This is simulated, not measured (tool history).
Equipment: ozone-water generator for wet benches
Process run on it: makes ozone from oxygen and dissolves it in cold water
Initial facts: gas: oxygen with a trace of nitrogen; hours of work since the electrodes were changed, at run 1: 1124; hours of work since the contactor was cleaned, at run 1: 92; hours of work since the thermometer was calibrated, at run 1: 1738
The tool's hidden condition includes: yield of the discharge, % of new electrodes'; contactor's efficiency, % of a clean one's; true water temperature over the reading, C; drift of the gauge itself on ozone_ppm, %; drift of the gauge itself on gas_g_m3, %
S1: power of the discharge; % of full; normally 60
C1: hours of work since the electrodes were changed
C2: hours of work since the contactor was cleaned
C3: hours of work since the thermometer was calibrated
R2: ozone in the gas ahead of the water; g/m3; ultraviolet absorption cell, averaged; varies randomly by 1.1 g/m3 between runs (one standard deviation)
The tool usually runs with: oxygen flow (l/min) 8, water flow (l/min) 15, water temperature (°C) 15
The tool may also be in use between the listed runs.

run 1 hour=0 | S1=60 oxygen_flow_(l/min)=8 water_flow_(l/min)=15 water_temperature_(°C)=15 | C1=1124 C2=92 C3=1738 | dissolved_ozone_(ppm)=31.1 R2=200.1
run 2 hour=66.4 | S1=60 oxygen_flow_(l/min)=8 water_flow_(l/min)=16 water_temperature_(°C)=15 | C1=1175 C2=143 C3=1789 | dissolved_ozone_(ppm)=30.3 R2=199.4
run 3 hour=131.6 | S1=60 oxygen_flow_(l/min)=8 water_flow_(l/min)=16 water_temperature_(°C)=21 | C1=1224 C2=192 C3=1839 | dissolved_ozone_(ppm)=26.5 R2=199.3
run 4 hour=201.1 | S1=46 oxygen_flow_(l/min)=8 water_flow_(l/min)=16 water_temperature_(°C)=21 | C1=1277 C2=245 C3=1892 | dissolved_ozone_(ppm)=21.2 R2=161.9
run 5 hour=290.5 | S1=46 oxygen_flow_(l/min)=8 water_flow_(l/min)=16 water_temperature_(°C)=21 | C1=1345 C2=314 C3=1960 | dissolved_ozone_(ppm)=21.5 R2=160.2
run 6 hour=390.4 | S1=46 oxygen_flow_(l/min)=8 water_flow_(l/min)=16 water_temperature_(°C)=21 | C1=1422 C2=390 C3=2036 | dissolved_ozone_(ppm)=21.6 R2=160.8
-- hour=399.7 water thermometer calibrated
run 7 hour=508.5 | S1=46 oxygen_flow_(l/min)=8 water_flow_(l/min)=16 water_temperature_(°C)=21 | C1=1511 C2=479 C3=83 | dissolved_ozone_(ppm)=21.3 R2=160.9
run 8 hour=593.8 | S1=45 oxygen_flow_(l/min)=4.89 water_flow_(l/min)=19 water_temperature_(°C)=11 | C1=1576 C2=544 C3=148 | dissolved_ozone_(ppm)=23.8 R2=217.3
run 9 hour=705.7 | S1=87 oxygen_flow_(l/min)=9.07 water_flow_(l/min)=15 water_temperature_(°C)=15 | C1=1661 C2=629 C3=233 | dissolved_ozone_(ppm)=39.9 R2=247.3
run 10 hour=761.4 | S1=87 oxygen_flow_(l/min)=9.07 water_flow_(l/min)=15 water_temperature_(°C)=15 | C1=1704 C2=672 C3=276 | dissolved_ozone_(ppm)=40.2 R2=245.8
run 11 hour=823.5 | S1=87 oxygen_flow_(l/min)=9.07 water_flow_(l/min)=15 water_temperature_(°C)=15 | C1=1751 C2=719 C3=323 | dissolved_ozone_(ppm)=40.1 R2=244.3

Branching from run 11: 5 alternative next runs. What would each branch give?
run A hour=943.2 | S1=60 oxygen_flow_(l/min)=5.29 water_flow_(l/min)=15 water_temperature_(°C)=17 | C1=1842 C2=810 C3=414 | dissolved_ozone_(ppm)=? R2=?
run B hour=943.2 | S1=87 oxygen_flow_(l/min)=8.57 water_flow_(l/min)=10 water_temperature_(°C)=15 | C1=1842 C2=810 C3=414 | dissolved_ozone_(ppm)=? R2=?
run C hour=943.2 | S1=87 oxygen_flow_(l/min)=9.07 water_flow_(l/min)=15 water_temperature_(°C)=20 | C1=1842 C2=810 C3=414 | dissolved_ozone_(ppm)=? R2=?
run D hour=943.2 | S1=60 oxygen_flow_(l/min)=8 water_flow_(l/min)=16 water_temperature_(°C)=15 | C1=1842 C2=810 C3=414 | dissolved_ozone_(ppm)=? R2=?
run E hour=943.2 | S1=61 oxygen_flow_(l/min)=9.07 water_flow_(l/min)=10 water_temperature_(°C)=14 | C1=1842 C2=810 C3=414 | dissolved_ozone_(ppm)=? R2=?

run=A dissolved_ozone_(ppm)=32.2 R2=261.9
run=B dissolved_ozone_(ppm)=50.2 R2=255.8
run=C dissolved_ozone_(ppm)=35.5 R2=246.5
run=D dissolved_ozone_(ppm)=29.5 R2=198
run=E dissolved_ozone_(ppm)=38 R2=184.6
With the hidden condition removed and each run's random variation left untouched, the same runs would have given:
run=A dissolved_ozone_(ppm)=33.2 R2=266.4
run=B dissolved_ozone_(ppm)=52 R2=261.7
run=C dissolved_ozone_(ppm)=36.8 R2=252.1
run=D dissolved_ozone_(ppm)=30.4 R2=201.4
run=E dissolved_ozone_(ppm)=39.1 R2=187.9

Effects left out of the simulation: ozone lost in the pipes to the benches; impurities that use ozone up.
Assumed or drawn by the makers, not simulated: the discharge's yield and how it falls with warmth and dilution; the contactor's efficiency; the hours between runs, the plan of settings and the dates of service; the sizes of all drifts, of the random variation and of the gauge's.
